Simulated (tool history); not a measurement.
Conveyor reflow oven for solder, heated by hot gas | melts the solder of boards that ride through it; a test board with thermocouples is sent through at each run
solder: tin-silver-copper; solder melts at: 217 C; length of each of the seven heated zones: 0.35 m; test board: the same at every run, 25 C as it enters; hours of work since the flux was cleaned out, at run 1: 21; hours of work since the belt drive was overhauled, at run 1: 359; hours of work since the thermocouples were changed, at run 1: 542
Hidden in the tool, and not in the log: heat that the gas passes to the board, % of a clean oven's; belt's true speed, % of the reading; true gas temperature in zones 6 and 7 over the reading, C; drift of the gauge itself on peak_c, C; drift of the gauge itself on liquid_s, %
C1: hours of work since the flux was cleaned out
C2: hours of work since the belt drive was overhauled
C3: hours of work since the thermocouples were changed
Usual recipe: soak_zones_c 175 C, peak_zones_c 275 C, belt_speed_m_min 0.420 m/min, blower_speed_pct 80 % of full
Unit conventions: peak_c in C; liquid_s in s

Run 1, day 0.000: usual settings; C1 21; C2 359; C3 542. Result: peak_c 262.7 C, liquid_s 85.6 s.
Run 2, day 2.579: usual settings but soak_zones_c 166 C; C1 63; C2 401; C3 584. Result: peak_c 261.0 C, liquid_s 80.6 s.
Run 3, day 3.779: usual settings but soak_zones_c 186 C; C1 82; C2 420; C3 603. Result: peak_c 263.2 C, liquid_s 91.4 s.
Run 4, day 6.508: usual settings but peak_zones_c 265 C; C1 127; C2 464; C3 647. Result: peak_c 252.7 C, liquid_s 78.7 s.
Run 5, day 8.200: usual settings; C1 154; C2 492; C3 674. Result: peak_c 262.1 C, liquid_s 85.1 s.
Run 6, day 9.946: usual settings but soak_zones_c 173 C; C1 182; C2 520; C3 703. Result: peak_c 261.3 C, liquid_s 84.4 s.
Run 7, day 12.779: usual settings but soak_zones_c 173 C; C1 228; C2 566; C3 748. Result: peak_c 261.3 C, liquid_s 84.4 s.
Run 8, day 15.642: usual settings but soak_zones_c 173 C; C1 274; C2 612; C3 795. Result: peak_c 260.8 C, liquid_s 83.7 s.
Run 9, day 18.221: usual settings but blower_speed_pct 82 % of full; C1 316; C2 654; C3 836. Result: peak_c 261.1 C, liquid_s 85.1 s.
At day 18.667: flux residue cleaned out of gas plates and filters.
Run 10, day 19.912: usual settings but blower_speed_pct 82 % of full; C1 20; C2 677; C3 860. Result: peak_c 262.5 C, liquid_s 87.8 s.
Run 11, day 21.625: usual settings but blower_speed_pct 82 % of full; C1 48; C2 705; C3 888. Result: peak_c 262.8 C, liquid_s 86.7 s.
Run 12, day 23.062: usual settings but soak_zones_c 170 C; C1 71; C2 728; C3 911. Result: peak_c 261.8 C, liquid_s 83.7 s.
Run 13, day 25.325: usual settings but soak_zones_c 170 C; C1 108; C2 765; C3 948. Result: peak_c 261.5 C, liquid_s 83.8 s.
Run 14, day 27.650: usual settings but soak_zones_c 170 C; C1 145; C2 802; C3 985. Result: peak_c 261.1 C, liquid_s 83.6 s.
Run 15, day 30.517: usual settings; C1 191; C2 849; C3 1032. Result: peak_c 261.5 C, liquid_s 86.0 s.
At day 32.792: thermocouples of zones 6 and 7 changed.
Run 16, day 33.404: usual settings but peak_zones_c 281 C; C1 237; C2 894; C3 10. Result: peak_c 268.9 C, liquid_s 90.0 s.
Run 17, day 36.225: usual settings but soak_zones_c 185 C, peak_zones_c 279 C; C1 282; C2 940; C3 55. Result: peak_c 267.4 C, liquid_s 94.9 s.
At day 38.746: flux residue cleaned out of gas plates and filters.
Run 18, day 38.854: usual settings but peak_zones_c 267 C, blower_speed_pct 56 % of full; C1 2; C2 979; C3 95. Result: peak_c 251.8 C, liquid_s 76.6 s.
Run 19, day 41.583: usual settings but peak_zones_c 267 C, blower_speed_pct 56 % of full; C1 46; C2 1023; C3 139. Result: peak_c 251.6 C, liquid_s 76.3 s.
Run 20, day 43.712: usual settings but soak_zones_c 164 C; C1 80; C2 1057; C3 173. Result: peak_c 262.5 C, liquid_s 82.5 s.
Run 21, day 45.392: usual settings but soak_zones_c 164 C; C1 107; C2 1084; C3 200. Result: peak_c 262.7 C, liquid_s 82.5 s.
Run 22, day 47.062: usual settings but soak_zones_c 171 C, peak_zones_c 290 C, belt_speed_m_min 0.398 m/min, blower_speed_pct 69 % of full; C1 134; C2 1111; C3 227. Result: peak_c 276.4 C, liquid_s 98.3 s.
Run 23, day 48.358: usual settings but soak_zones_c 178 C, belt_speed_m_min 0.406 m/min, blower_speed_pct 70 % of full; C1 155; C2 1132; C3 248. Result: peak_c 263.0 C, liquid_s 91.9 s.
At day 49.992: belt drive overhauled, speed set with a stopwatch.
Run 24, day 50.604: usual settings but soak_zones_c 182 C, peak_zones_c 272 C, belt_speed_m_min 0.407 m/min, blower_speed_pct 55 % of full; C1 189; C2 10; C3 282. Result: peak_c 256.0 C, liquid_s 85.1 s.
Run 25, day 51.779: usual settings but soak_zones_c 182 C, peak_zones_c 272 C, belt_speed_m_min 0.407 m/min, blower_speed_pct 55 % of full; C1 208; C2 29; C3 301. Result: peak_c 256.1 C, liquid_s 84.5 s.
Run 26, day 54.446: usual settings but soak_zones_c 182 C, peak_zones_c 272 C, belt_speed_m_min 0.407 m/min, blower_speed_pct 55 % of full; C1 251; C2 72; C3 344. Result: peak_c 256.3 C, liquid_s 84.1 s.
Run 27, day 55.800: usual settings but soak_zones_c 182 C, peak_zones_c 272 C, belt_speed_m_min 0.434 m/min, blower_speed_pct 55 % of full; C1 273; C2 94; C3 366. Result: peak_c 253.6 C, liquid_s 76.4 s.
At day 58.788: flux residue cleaned out of gas plates and filters.
Run 28, day 58.846: usual settings but peak_zones_c 269 C, blower_speed_pct 50 % of full; C1 1; C2 140; C3 411. Result: peak_c 251.0 C, liquid_s 72.9 s.
Run 29, day 61.012: usual settings but soak_zones_c 181 C, peak_zones_c 269 C, blower_speed_pct 51 % of full; C1 36; C2 175; C3 446. Result: peak_c 251.4 C, liquid_s 77.0 s.
Run 30, day 63.508: usual settings but soak_zones_c 182 C, belt_speed_m_min 0.465 m/min, blower_speed_pct 62 % of full; C1 76; C2 215; C3 487. Result: peak_c 256.6 C, liquid_s 73.8 s.
Run 31, day 65.425: usual settings but soak_zones_c 165 C, belt_speed_m_min 0.452 m/min, blower_speed_pct 61 % of full; C1 107; C2 246; C3 518. Result: peak_c 254.0 C, liquid_s 66.7 s.

Consider 3 possible next runs. They are alternatives, not a sequence: every one starts from the tool as it was left by run 31. What does each give?
Run A, day 68.021: usual settings but soak_zones_c 165 C, peak_zones_c 279 C, belt_speed_m_min 0.379 m/min, blower_speed_pct 61 % of full; C1 149; C2 288; C3 560. Result: peak_c ?, liquid_s ?.
Run B, day 68.021: usual settings but belt_speed_m_min 0.385 m/min, blower_speed_pct 69 % of full; C1 149; C2 288; C3 560. Result: peak_c ?, liquid_s ?.
Run C, day 68.021: usual settings but belt_speed_m_min 0.452 m/min, blower_speed_pct 62 % of full; C1 149; C2 288; C3 560. Result: peak_c ?, liquid_s ?.

run  peak_c  liquid_s
  A   263.9      90.3
  B   262.8      93.1
  C   256.3      72.8
With the hidden condition removed and each run's random variation left untouched, the same runs would have given:
run  peak_c  liquid_s
  A   264.9      90.7
  B   263.7      93.4
  C   257.4      73.4

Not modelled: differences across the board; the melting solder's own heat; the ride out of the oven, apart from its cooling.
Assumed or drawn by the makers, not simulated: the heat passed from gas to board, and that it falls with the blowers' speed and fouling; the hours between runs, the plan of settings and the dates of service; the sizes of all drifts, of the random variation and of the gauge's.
